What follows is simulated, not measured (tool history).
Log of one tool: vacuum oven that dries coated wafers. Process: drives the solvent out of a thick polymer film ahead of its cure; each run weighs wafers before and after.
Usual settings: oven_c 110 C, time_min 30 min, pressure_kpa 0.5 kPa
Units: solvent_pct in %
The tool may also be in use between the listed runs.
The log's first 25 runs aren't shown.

run   hour  oven_c  time_min  pressure_kpa  solvent_pct
 26  244.3     110        44         0.365         2.08
     247.3  -- oven's thermocouples calibrated
 27  254.6     110        30         1.617         4.61
     263.6  -- vacuum gauge cleaned of residue and calibrated, once more
 28    267      99        25           0.5         7.68
 29  273.6     110        30         1.649         4.59
 30  281.8     121        18         1.258         4.49
 31  294.9     119        21           0.5         4.02
 32    308     119        21           0.5         4.02
 33  315.9     119        21           0.5         3.99
 34    323     110        46          0.75         2.37
 35  336.3     109        52         0.351         1.94
 36  347.4     109        30         0.359         4.38
 37    359     104        16         1.335         8.74
 38    372     110        15         0.499         7.65
 39    385     116        30         1.408          3.2
 40  398.3     116        30         1.408         3.21
 41  410.7     116        25         1.564         4.09
 42  416.4     113        24          0.34         4.61
 43  424.2     101        24         0.688         7.44

Forecast run 44:
 44  433.2     110        40         0.253            ?

Run 44 gave solvent_pct 2.76 %.
Without the tool's hidden state the same run would have given solvent_pct 2.69 %.
